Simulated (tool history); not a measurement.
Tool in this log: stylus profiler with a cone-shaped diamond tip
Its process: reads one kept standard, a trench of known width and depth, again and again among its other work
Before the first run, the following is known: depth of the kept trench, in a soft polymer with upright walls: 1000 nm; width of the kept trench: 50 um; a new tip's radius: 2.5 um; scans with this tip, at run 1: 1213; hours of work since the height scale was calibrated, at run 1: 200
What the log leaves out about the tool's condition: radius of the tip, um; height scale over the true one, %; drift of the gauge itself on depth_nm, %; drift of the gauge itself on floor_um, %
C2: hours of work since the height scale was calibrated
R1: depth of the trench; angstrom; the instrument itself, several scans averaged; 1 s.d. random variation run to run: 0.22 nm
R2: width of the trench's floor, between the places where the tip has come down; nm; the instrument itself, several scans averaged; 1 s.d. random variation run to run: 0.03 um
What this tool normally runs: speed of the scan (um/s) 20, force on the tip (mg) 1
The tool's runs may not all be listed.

Run 1, day 0: usual settings; scans with this tip 1213; C2 200. Result: R1 10060.6 angstrom, R2 45790 nm.
Run 2, day 1.921: usual settings; scans with this tip 1343; C2 222. Result: R1 10063.4 angstrom, R2 45790 nm.
Run 3, day 4.254: usual settings; scans with this tip 1501; C2 248. Result: R1 10058.3 angstrom, R2 45760 nm.
Run 4, day 6.096: usual settings; scans with this tip 1626; C2 269. Result: R1 10066.2 angstrom, R2 45860 nm.
Run 5, day 7.762: usual settings; scans with this tip 1739; C2 287. Result: R1 10062.1 angstrom, R2 45880 nm.
Run 6, day 9.733: usual settings; scans with this tip 1873; C2 309. Result: R1 10060 angstrom, R2 45800 nm.
Run 7, day 11.671: usual settings; scans with this tip 2004; C2 331. Result: R1 10059.6 angstrom, R2 45810 nm.
Run 8, day 12.779: usual settings; scans with this tip 2079; C2 344. Result: R1 10062.2 angstrom, R2 45810 nm.
Run 9, day 14.929: usual settings; scans with this tip 2225; C2 368. Result: R1 10058.8 angstrom, R2 45820 nm.
Run 10, day 16.654: usual settings; scans with this tip 2342; C2 387. Result: R1 10063.3 angstrom, R2 45810 nm.
Run 11, day 17.838: usual settings but force on the tip (mg) 0.93; scans with this tip 2422; C2 400. Result: R1 10055.7 angstrom, R2 45790 nm.
Run 12, day 19.967: usual settings but force on the tip (mg) 0.93; scans with this tip 2566; C2 424. Result: R1 10057.7 angstrom, R2 45780 nm.
Run 13, day 22.242: usual settings but speed of the scan (um/s) 70, force on the tip (mg) 0.93; scans with this tip 2721; C2 450. Result: R1 10057.4 angstrom, R2 45290 nm.
Run 14, day 23.821: usual settings but speed of the scan (um/s) 29; scans with this tip 2828; C2 467. Result: R1 10057.1 angstrom, R2 45730 nm.
Run 15, day 25.842: usual settings but force on the tip (mg) 2.09; scans with this tip 2965; C2 490. Result: R1 10102.9 angstrom, R2 45860 nm.
Run 16, day 27.7: usual settings but force on the tip (mg) 2.09; scans with this tip 3091; C2 511. Result: R1 10100.5 angstrom, R2 45860 nm.
Run 17, day 29.592: usual settings but force on the tip (mg) 0.85; scans with this tip 3219; C2 532. Result: R1 10056.2 angstrom, R2 45820 nm.
Run 18, day 31.208: usual settings but force on the tip (mg) 2.98; scans with this tip 3329; C2 550. Result: R1 10124.9 angstrom, R2 45860 nm.
Run 19, day 32.204: usual settings but force on the tip (mg) 2.98; scans with this tip 3396; C2 561. Result: R1 10125.2 angstrom, R2 45960 nm.
Run 20, day 33.8: usual settings but speed of the scan (um/s) 30, force on the tip (mg) 2.68; scans with this tip 3504; C2 579. Result: R1 10117.1 angstrom, R2 45810 nm.
Run 21, day 35.571: usual settings but speed of the scan (um/s) 10, force on the tip (mg) 2.19; scans with this tip 3624; C2 599. Result: R1 10100.3 angstrom, R2 45950 nm.
Run 22, day 37.196: usual settings but speed of the scan (um/s) 10, force on the tip (mg) 2.19; scans with this tip 3735; C2 617. Result: R1 10103.7 angstrom, R2 45960 nm.
Run 23, day 38.267: usual settings but speed of the scan (um/s) 10, force on the tip (mg) 2.19; scans with this tip 3807; C2 629. Result: R1 10102.2 angstrom, R2 45960 nm.
Run 24, day 39.862: usual settings but speed of the scan (um/s) 54, force on the tip (mg) 0.46; scans with this tip 3915; C2 647. Result: R1 10039.7 angstrom, R2 45230 nm.
Run 25, day 42.104: usual settings but speed of the scan (um/s) 54, force on the tip (mg) 0.46; scans with this tip 4067; C2 672. Result: R1 10036.7 angstrom, R2 45250 nm.
Run 26, day 43.342: usual settings but speed of the scan (um/s) 54, force on the tip (mg) 0.46; scans with this tip 4151; C2 686. Result: R1 10036.3 angstrom, R2 45290 nm.
Run 27, day 44.833: usual settings but speed of the scan (um/s) 10, force on the tip (mg) 0.44; scans with this tip 4252; C2 703. Result: R1 10034.9 angstrom, R2 45800 nm.

Branching from run 27: 4 alternative next runs. What would each branch give?
Run A, day 46.1: usual settings but force on the tip (mg) 0.92; scans with this tip 4338; C2 717. Result: R1 ?, R2 ?.
Run B, day 46.1: usual settings but speed of the scan (um/s) 39, force on the tip (mg) 1.03; scans with this tip 4338; C2 717. Result: R1 ?, R2 ?.
Run C, day 46.1: usual settings but speed of the scan (um/s) 63, force on the tip (mg) 0.44; scans with this tip 4338; C2 717. Result: R1 ?, R2 ?.
Run D, day 46.1: usual settings but speed of the scan (um/s) 22, force on the tip (mg) 0.53; scans with this tip 4338; C2 717. Result: R1 ?, R2 ?.

run       R1     R2
  A  10060.8  45760
  B  10060.3  45700
  C  10034.2  45130
  D  10040.9  45720
Stripped of hidden state, with their random variation kept, the same runs would have yielded:
run       R1     R2
  A  10060.8  45770
  B  10060.3  45710
  C  10034.1  45130
  D  10040.8  45730

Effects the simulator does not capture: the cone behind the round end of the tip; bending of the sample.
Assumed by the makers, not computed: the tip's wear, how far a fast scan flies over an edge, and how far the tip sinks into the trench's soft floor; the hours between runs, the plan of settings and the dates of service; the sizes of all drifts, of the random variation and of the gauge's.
